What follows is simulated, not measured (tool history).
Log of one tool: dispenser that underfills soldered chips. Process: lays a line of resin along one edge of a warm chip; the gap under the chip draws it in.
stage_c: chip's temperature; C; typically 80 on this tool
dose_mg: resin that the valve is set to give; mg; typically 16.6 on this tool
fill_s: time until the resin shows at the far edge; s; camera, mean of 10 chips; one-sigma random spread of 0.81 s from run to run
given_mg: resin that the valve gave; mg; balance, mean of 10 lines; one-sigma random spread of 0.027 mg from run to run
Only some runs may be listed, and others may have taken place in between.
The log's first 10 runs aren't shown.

run,hour,stage_c,dose_mg,hours of work since the syringe was changed,hours of work since the valve was cleaned,hours of work since the stage was calibrated,fill_s,given_mg
# hour 110: new syringe of resin
11,112.3,80,16.6,2,40,108,81.1,16.4
# hour 120.3: new syringe of resin
12,123.9,80,16.6,3,48,116,82.9,16.29
# hour 129.8: new syringe of resin
# hour 135: dispensing valve cleaned and set on the balance
13,137.8,80,16.6,5,2,125,98.9,16.54
# hour 140.3: new syringe of resin
# hour 149.3: new syringe of resin
14,153.4,80,16.6,3,12,135,87,16.5
# hour 159.6: new syringe of resin
15,168.2,80,15.4,6,23,145,103.5,15.19
# hour 169.7: new syringe of resin
# hour 178.7: new syringe of resin
16,183,80,16.6,3,33,155,86.3,16.31
# hour 188: new syringe of resin
# hour 197.1: new syringe of resin
17,197.9,80,16.6,1,43,165,73.7,16.33
# hour 206.9: new syringe of resin
18,212.3,80,15.7,4,53,175,91.7,15.3
# hour 216.1: new syringe of resin
# hour 217.1: dispensing valve cleaned and set on the balance
# hour 226.8: new syringe of resin
19,228,93,16.6,1,7,185,52.7,16.52
20,234.9,74,18.3,6,12,190,116.8,18.29
# hour 236.5: new syringe of resin
# hour 245.7: new syringe of resin
21,247.6,74,18.3,1,21,199,91.9,18.15
# hour 255.2: new syringe of resin
22,262.5,74,18.3,5,31,209,113.4,18.08
# hour 265: new syringe of resin
23,273.1,74,18.3,6,38,216,118.2,18.04
# hour 274: new syringe of resin
24,282,79,14.6,6,44,222,102.4,14.31
# hour 283.4: new syringe of resin
# hour 293: new syringe of resin
# hour 298.6: dispensing valve cleaned and set on the balance
25,298.6,68,20.5,3,0,233,120,20.46
# hour 303.3: new syringe of resin
26,309.9,68,20.5,5,8,240,130.3,20.38
# hour 313.1: new syringe of resin
27,318.4,81,15.3,4,13,246,87.5,15.16
# hour 322.4: new syringe of resin
# hour 332.1: new syringe of resin
28,332.8,70,14.8,0,23,256,104.1,14.62
29,339.3,70,14.8,5,28,260,133,14.64
# hour 341.3: new syringe of resin
30,348.9,69,16.6,5,34,267,136,16.34
# hour 351: new syringe of resin
# hour 361: new syringe of resin
31,362.2,85,20.9,1,43,276,61,20.47
# hour 370.2: new syringe of resin
32,376.4,76,15.9,4,53,286,103.9,15.48
# hour 379.9: new syringe of resin
# hour 380.9: dispensing valve cleaned and set on the balance
33,384.1,86,16.7,2,2,290,66.5,16.78

What if the next run were any one of these 4? Each begins from the tool's condition after run 33:
# hour 389.9: new syringe of resin
A,392.4,79,14.6,2,8,296,?,?
# hour 389.9: new syringe of resin
B,392.4,69,18.3,2,8,296,?,?
# hour 389.9: new syringe of resin
C,392.4,76,14.9,2,8,296,?,?
# hour 389.9: new syringe of resin
D,392.4,81,15.9,2,8,296,?,?

run,fill_s,given_mg
A,82.3,14.56
B,107.8,18.32
C,89.8,14.86
D,74.3,15.93
With the hidden condition removed and each run's random variation left untouched, the same runs would have given:
run,fill_s,given_mg
A,80.9,14.58
B,106.4,18.34
C,88.4,14.88
D,73,15.95
